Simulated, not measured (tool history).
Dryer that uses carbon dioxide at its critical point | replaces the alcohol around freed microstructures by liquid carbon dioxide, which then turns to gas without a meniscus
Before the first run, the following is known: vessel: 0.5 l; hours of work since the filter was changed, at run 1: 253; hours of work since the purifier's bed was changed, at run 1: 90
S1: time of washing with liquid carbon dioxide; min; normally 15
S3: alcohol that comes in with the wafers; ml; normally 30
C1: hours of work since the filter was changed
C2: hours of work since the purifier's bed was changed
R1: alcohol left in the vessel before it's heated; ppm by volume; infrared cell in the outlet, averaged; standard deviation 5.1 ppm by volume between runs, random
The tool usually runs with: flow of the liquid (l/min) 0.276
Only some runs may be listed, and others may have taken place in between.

run 1 hour=0.0 | S1=15 flow_of_the_liquid_(l/min)=0.276 S3=30 | C1=253 C2=90 | R1=102
run 2 hour=44.3 | S1=15 flow_of_the_liquid_(l/min)=0.276 S3=30 | C1=285 C2=122 | R1=130
run 3 hour=67.6 | S1=15 flow_of_the_liquid_(l/min)=0.276 S3=30 | C1=303 C2=139 | R1=138
run 4 hour=111.7 | S1=15 flow_of_the_liquid_(l/min)=0.276 S3=30 | C1=335 C2=172 | R1=156
run 5 hour=150.3 | S1=15 flow_of_the_liquid_(l/min)=0.276 S3=83 | C1=363 C2=200 | R1=291
run 6 hour=174.1 | S1=15 flow_of_the_liquid_(l/min)=0.273 S3=30 | C1=380 C2=217 | R1=189
run 7 hour=216.0 | S1=15 flow_of_the_liquid_(l/min)=0.276 S3=23 | C1=411 C2=248 | R1=191
run 8 hour=248.9 | S1=15 flow_of_the_liquid_(l/min)=0.276 S3=23 | C1=435 C2=272 | R1=201
run 9 hour=271.8 | S1=15 flow_of_the_liquid_(l/min)=0.276 S3=23 | C1=452 C2=289 | R1=203
run 10 hour=292.5 | S1=15 flow_of_the_liquid_(l/min)=0.276 S3=23 | C1=467 C2=304 | R1=218
run 11 hour=323.6 | S1=15 flow_of_the_liquid_(l/min)=0.276 S3=23 | C1=490 C2=327 | R1=231
run 12 hour=350.2 | S1=15 flow_of_the_liquid_(l/min)=0.276 S3=23 | C1=509 C2=346 | R1=245
-- hour=361.1 inlet filter changed
run 13 hour=381.4 | S1=15 flow_of_the_liquid_(l/min)=0.276 S3=30 | C1=15 C2=368 | R1=242
run 14 hour=401.5 | S1=15 flow_of_the_liquid_(l/min)=0.276 S3=30 | C1=30 C2=383 | R1=249
run 15 hour=441.4 | S1=15 flow_of_the_liquid_(l/min)=0.276 S3=30 | C1=59 C2=412 | R1=271
run 16 hour=474.5 | S1=15 flow_of_the_liquid_(l/min)=0.276 S3=30 | C1=83 C2=437 | R1=284
run 17 hour=507.7 | S1=12 flow_of_the_liquid_(l/min)=0.276 S3=30 | C1=107 C2=461 | R1=451
run 18 hour=540.7 | S1=12 flow_of_the_liquid_(l/min)=0.276 S3=30 | C1=131 C2=485 | R1=456
run 19 hour=576.0 | S1=12 flow_of_the_liquid_(l/min)=0.276 S3=30 | C1=157 C2=511 | R1=485
run 20 hour=609.4 | S1=10 flow_of_the_liquid_(l/min)=0.214 S3=56 | C1=182 C2=535 | R1=2998
run 21 hour=637.9 | S1=10 flow_of_the_liquid_(l/min)=0.214 S3=56 | C1=203 C2=556 | R1=3167
run 22 hour=660.3 | S1=13 flow_of_the_liquid_(l/min)=0.321 S3=35 | C1=219 C2=573 | R1=374
-- hour=674.8 purifier's bed changed
run 23 hour=684.6 | S1=18 flow_of_the_liquid_(l/min)=0.280 S3=35 | C1=235 C2=7 | R1=12
run 24 hour=712.1 | S1=13 flow_of_the_liquid_(l/min)=0.417 S3=100 | C1=255 C2=27 | R1=53
run 25 hour=751.7 | S1=16 flow_of_the_liquid_(l/min)=0.441 S3=88 | C1=284 C2=56 | R1=40
run 26 hour=774.3 | S1=13 flow_of_the_liquid_(l/min)=0.434 S3=88 | C1=300 C2=73 | R1=58
run 27 hour=810.0 | S1=14 flow_of_the_liquid_(l/min)=0.447 S3=88 | C1=326 C2=99 | R1=59
run 28 hour=831.0 | S1=14 flow_of_the_liquid_(l/min)=0.447 S3=88 | C1=342 C2=114 | R1=70
run 29 hour=873.4 | S1=14 flow_of_the_liquid_(l/min)=0.447 S3=88 | C1=373 C2=145 | R1=83
run 30 hour=895.3 | S1=23 flow_of_the_liquid_(l/min)=0.282 S3=26 | C1=389 C2=161 | R1=90
run 31 hour=926.7 | S1=23 flow_of_the_liquid_(l/min)=0.282 S3=26 | C1=412 C2=184 | R1=109
run 32 hour=969.1 | S1=13 flow_of_the_liquid_(l/min)=0.247 S3=29 | C1=443 C2=216 | R1=405
run 33 hour=996.6 | S1=15 flow_of_the_liquid_(l/min)=0.247 S3=72 | C1=463 C2=236 | R1=450
run 34 hour=1030.2 | S1=14 flow_of_the_liquid_(l/min)=0.276 S3=30 | C1=488 C2=260 | R1=242
-- hour=1072.7 inlet filter changed
run 35 hour=1075.7 | S1=12 flow_of_the_liquid_(l/min)=0.276 S3=52 | C1=2 C2=293 | R1=486
run 36 hour=1109.5 | S1=12 flow_of_the_liquid_(l/min)=0.276 S3=52 | C1=27 C2=318 | R1=512

Each row is a separate what-if for the run after 36, all from the same tool condition, not one after another. Results?
run A hour=1152.2 | S1=19 flow_of_the_liquid_(l/min)=0.276 S3=52 | C1=58 C2=349 | R1=?
run B hour=1152.2 | S1=20 flow_of_the_liquid_(l/min)=0.226 S3=27 | C1=58 C2=349 | R1=?
run C hour=1152.2 | S1=11 flow_of_the_liquid_(l/min)=0.208 S3=120 | C1=58 C2=349 | R1=?
run D hour=1152.2 | S1=20 flow_of_the_liquid_(l/min)=0.276 S3=27 | C1=58 C2=349 | R1=?

run=A R1=187
run=B R1=194
run=C R1=4650
run=D R1=188
Take away the tool's hidden state, keep each run's random variation, and the runs would have read:
run=A R1=15
run=B R1=20
run=C R1=4289
run=D R1=11
